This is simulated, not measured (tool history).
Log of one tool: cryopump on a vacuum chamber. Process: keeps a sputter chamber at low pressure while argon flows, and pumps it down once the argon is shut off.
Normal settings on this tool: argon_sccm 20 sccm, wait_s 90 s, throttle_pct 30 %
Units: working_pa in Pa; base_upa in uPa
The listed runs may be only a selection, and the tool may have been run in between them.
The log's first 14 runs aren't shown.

run,hour,argon_sccm,wait_s,throttle_pct,working_pa,base_upa
15,236.7,20,90,30,0.0594,0.81
16,252.7,20,90,30,0.0592,0.83
17,269.7,20,90,30,0.0591,0.85
18,281.4,20,90,30,0.0597,0.85
19,301,20,32,47,0.0402,1.48
20,319.3,14,90,37,0.0339,0.86
21,333,30,90,25,0.1059,0.86
22,343.2,20,161,30,0.0602,0.77
23,362.7,38,153,30,0.1157,0.76
# hour 382.1: pump warmed up, emptied and cooled again
24,386.4,20,90,33,0.0484,0.77

Run 25, settings as shown, results not yet in. Your forecast:
25,405,20,90,33,?,?

working_pa: 0.0493 Pa
base_upa: 0.71 uPa
Minus the tool's unlogged condition, the same run would have read working_pa 0.0489 Pa, base_upa 0.44 uPa.

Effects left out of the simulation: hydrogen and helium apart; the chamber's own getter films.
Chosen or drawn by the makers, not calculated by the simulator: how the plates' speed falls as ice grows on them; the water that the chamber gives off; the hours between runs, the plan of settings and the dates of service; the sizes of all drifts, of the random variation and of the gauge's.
